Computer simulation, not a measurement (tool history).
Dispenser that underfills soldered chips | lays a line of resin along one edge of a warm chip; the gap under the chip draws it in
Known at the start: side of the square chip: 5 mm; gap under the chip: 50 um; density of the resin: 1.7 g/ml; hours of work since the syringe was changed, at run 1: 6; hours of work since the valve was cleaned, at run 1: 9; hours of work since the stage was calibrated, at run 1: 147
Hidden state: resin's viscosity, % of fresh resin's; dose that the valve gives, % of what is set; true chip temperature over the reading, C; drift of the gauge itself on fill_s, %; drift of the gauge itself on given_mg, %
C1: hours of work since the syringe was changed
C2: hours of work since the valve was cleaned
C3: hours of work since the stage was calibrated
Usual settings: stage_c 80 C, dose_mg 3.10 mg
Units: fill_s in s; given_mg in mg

Run 1, day 0.000: usual settings; C1 6; C2 9; C3 147. Result: fill_s 16.2 s, given_mg 3.04 mg.
Run 2, day 0.150: usual settings; C1 8; C2 11; C3 149. Result: fill_s 19.3 s, given_mg 3.09 mg.
At day 0.362: new syringe of resin.
Run 3, day 0.417: usual settings but dose_mg 3.33 mg; C1 1; C2 15; C3 153. Result: fill_s 11.2 s, given_mg 3.25 mg.
Run 4, day 0.671: usual settings but dose_mg 3.33 mg; C1 5; C2 19; C3 156. Result: fill_s 13.8 s, given_mg 3.28 mg.
Run 5, day 0.892: usual settings but dose_mg 3.33 mg; C1 8; C2 22; C3 160. Result: fill_s 17.2 s, given_mg 3.27 mg.
Run 6, day 1.008: usual settings but stage_c 69 C, dose_mg 3.86 mg; C1 9; C2 24; C3 161. Result: fill_s 28.2 s, given_mg 3.76 mg.
At day 1.150: new syringe of resin.
Run 7, day 1.221: usual settings but stage_c 84 C, dose_mg 3.64 mg; C1 1; C2 26; C3 164. Result: fill_s 9.8 s, given_mg 3.56 mg.
Run 8, day 1.404: usual settings but stage_c 84 C, dose_mg 3.64 mg; C1 4; C2 29; C3 167. Result: fill_s 12.2 s, given_mg 3.56 mg.
Run 9, day 1.588: usual settings but stage_c 90 C, dose_mg 3.14 mg; C1 6; C2 32; C3 170. Result: fill_s 12.7 s, given_mg 3.03 mg.

Forecast run 10:
Run 10, day 1.712: usual settings but stage_c 90 C, dose_mg 3.14 mg; C1 8; C2 34; C3 171. Result: fill_s ?, given_mg ?.

{"run 10": {"fill_s": 14.0, "given_mg": 3.05}}
Without the tool's hidden state the same run would have given fill_s 7.5 s, given_mg 3.16 mg.
